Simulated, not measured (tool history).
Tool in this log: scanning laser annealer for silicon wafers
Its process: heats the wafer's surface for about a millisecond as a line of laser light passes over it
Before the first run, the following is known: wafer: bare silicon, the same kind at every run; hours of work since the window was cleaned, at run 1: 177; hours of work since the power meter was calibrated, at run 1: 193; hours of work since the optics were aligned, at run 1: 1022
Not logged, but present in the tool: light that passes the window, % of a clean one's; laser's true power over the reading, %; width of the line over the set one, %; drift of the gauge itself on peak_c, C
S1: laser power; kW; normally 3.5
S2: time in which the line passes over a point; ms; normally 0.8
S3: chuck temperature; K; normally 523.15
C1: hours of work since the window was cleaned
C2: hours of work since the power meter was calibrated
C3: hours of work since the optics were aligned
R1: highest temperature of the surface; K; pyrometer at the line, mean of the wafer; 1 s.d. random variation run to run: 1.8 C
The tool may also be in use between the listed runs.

run 1 hour=0 | S1=3.5 S2=0.8 S3=523.15 | C1=177 C2=193 C3=1022 | R1=1212.15
run 2 hour=7.9 | S1=3.5 S2=0.8 S3=559.15 | C1=182 C2=197 C3=1026 | R1=1248.15
run 3 hour=17.6 | S1=3.5 S2=0.8 S3=559.15 | C1=187 C2=202 C3=1031 | R1=1249.15
run 4 hour=32 | S1=3.5 S2=0.8 S3=559.15 | C1=194 C2=210 C3=1039 | R1=1248.15
run 5 hour=41 | S1=3.5 S2=0.8 S3=559.15 | C1=199 C2=214 C3=1044 | R1=1245.15
run 6 hour=53.1 | S1=3.5 S2=0.8 S3=523.15 | C1=205 C2=221 C3=1050 | R1=1213.15
run 7 hour=68 | S1=3.5 S2=0.8 S3=523.15 | C1=213 C2=229 C3=1058 | R1=1210.15
run 8 hour=77.1 | S1=3.5 S2=0.883 S3=523.15 | C1=218 C2=233 C3=1063 | R1=1242.15
run 9 hour=92.1 | S1=3.5 S2=0.883 S3=523.15 | C1=226 C2=241 C3=1071 | R1=1241.15
run 10 hour=99 | S1=3.5 S2=0.883 S3=523.15 | C1=229 C2=245 C3=1074 | R1=1240.15
run 11 hour=107.3 | S1=3.5 S2=0.883 S3=523.15 | C1=234 C2=249 C3=1079 | R1=1240.15
run 12 hour=117.7 | S1=3.5 S2=0.8 S3=523.15 | C1=239 C2=255 C3=1084 | R1=1209.15
run 13 hour=127.5 | S1=3.5 S2=0.8 S3=523.15 | C1=244 C2=260 C3=1089 | R1=1207.15
run 14 hour=141.3 | S1=3.5 S2=0.8 S3=523.15 | C1=252 C2=267 C3=1096 | R1=1206.15
run 15 hour=155.5 | S1=3.102 S2=0.8 S3=523.15 | C1=259 C2=275 C3=1104 | R1=1106.15
run 16 hour=166.3 | S1=3.102 S2=0.8 S3=523.15 | C1=265 C2=280 C3=1110 | R1=1109.15
run 17 hour=177.8 | S1=3.5 S2=0.914 S3=523.15 | C1=271 C2=286 C3=1116 | R1=1246.15
-- hour=181.2 window over the wafer cleaned
run 18 hour=190.6 | S1=3.5 S2=0.914 S3=523.15 | C1=5 C2=292 C3=1121 | R1=1247.15
run 19 hour=200.3 | S1=3.5 S2=0.8 S3=523.15 | C1=10 C2=297 C3=1126 | R1=1208.15
run 20 hour=214.4 | S1=3.5 S2=0.8 S3=523.15 | C1=17 C2=305 C3=1134 | R1=1204.15
run 21 hour=229.6 | S1=3.5 S2=0.8 S3=523.15 | C1=25 C2=312 C3=1142 | R1=1204.15
run 22 hour=241 | S1=3.216 S2=0.834 S3=555.15 | C1=31 C2=318 C3=1148 | R1=1176.15
run 23 hour=254.2 | S1=3.026 S2=0.584 S3=489.15 | C1=38 C2=325 C3=1155 | R1=978.15
-- hour=258.9 window over the wafer cleaned, once more
run 24 hour=263.5 | S1=3.002 S2=0.584 S3=532.15 | C1=2 C2=329 C3=1158 | R1=1026.15
run 25 hour=279.8 | S1=3.002 S2=0.606 S3=492.15 | C1=11 C2=338 C3=1167 | R1=997.15
run 26 hour=294.2 | S1=3.002 S2=0.606 S3=492.15 | C1=19 C2=345 C3=1175 | R1=993.15
run 27 hour=307.1 | S1=3.741 S2=0.59 S3=498.15 | C1=25 C2=352 C3=1181 | R1=1162.15
run 28 hour=321.2 | S1=3.253 S2=0.776 S3=563.15 | C1=33 C2=360 C3=1189 | R1=1186.15
run 29 hour=329.7 | S1=3.5 S2=0.8 S3=547.15 | C1=37 C2=364 C3=1193 | R1=1240.15
run 30 hour=339.4 | S1=3.837 S2=0.8 S3=499.15 | C1=42 C2=369 C3=1198 | R1=1281.15
run 31 hour=347.8 | S1=3.03 S2=0.599 S3=496.15 | C1=47 C2=374 C3=1203 | R1=1003.15
run 32 hour=362.4 | S1=3.043 S2=0.599 S3=511.15 | C1=54 C2=381 C3=1210 | R1=1020.15
run 33 hour=371.9 | S1=3.447 S2=0.818 S3=511.15 | C1=59 C2=386 C3=1215 | R1=1195.15
run 34 hour=387.8 | S1=3.354 S2=0.76 S3=494.15 | C1=68 C2=395 C3=1224 | R1=1134.15
run 35 hour=401.4 | S1=3.5 S2=0.719 S3=510.15 | C1=75 C2=402 C3=1231 | R1=1171.15
run 36 hour=417.5 | S1=3.773 S2=0.678 S3=546.15 | C1=83 C2=410 C3=1239 | R1=1258.15
run 37 hour=433.9 | S1=3.773 S2=0.976 S3=546.15 | C1=92 C2=419 C3=1248 | R1=1378.15
run 38 hour=449.9 | S1=3.313 S2=0.8 S3=536.15 | C1=100 C2=427 C3=1256 | R1=1179.15
run 39 hour=459.3 | S1=3.333 S2=0.8 S3=498.15 | C1=105 C2=432 C3=1261 | R1=1144.15
-- hour=473.5 optics aligned, line set to its width
run 40 hour=479.9 | S1=3.686 S2=0.654 S3=513.15 | C1=113 C2=440 C3=3 | R1=1211.15
run 41 hour=495.7 | S1=3.686 S2=0.654 S3=513.15 | C1=122 C2=449 C3=12 | R1=1211.15

4 ways to go on from here, each from the tool as it stands after run 41. What would each give?
run A hour=503.6 | S1=3.5 S2=0.8 S3=528.15 | C1=126 C2=453 C3=16 | R1=?
run B hour=503.6 | S1=3.686 S2=0.602 S3=513.15 | C1=126 C2=453 C3=16 | R1=?
run C hour=503.6 | S1=3.686 S2=0.743 S3=556.15 | C1=126 C2=453 C3=16 | R1=?
run D hour=503.6 | S1=3.686 S2=0.703 S3=513.15 | C1=126 C2=453 C3=16 | R1=?

run=A R1=1235.15
run=B R1=1187.15
run=C R1=1297.15
run=D R1=1230.15
Without the tool's hidden state the same runs would have given:
run=A R1=1242.15
run=B R1=1194.15
run=C R1=1305.15
run=D R1=1238.15
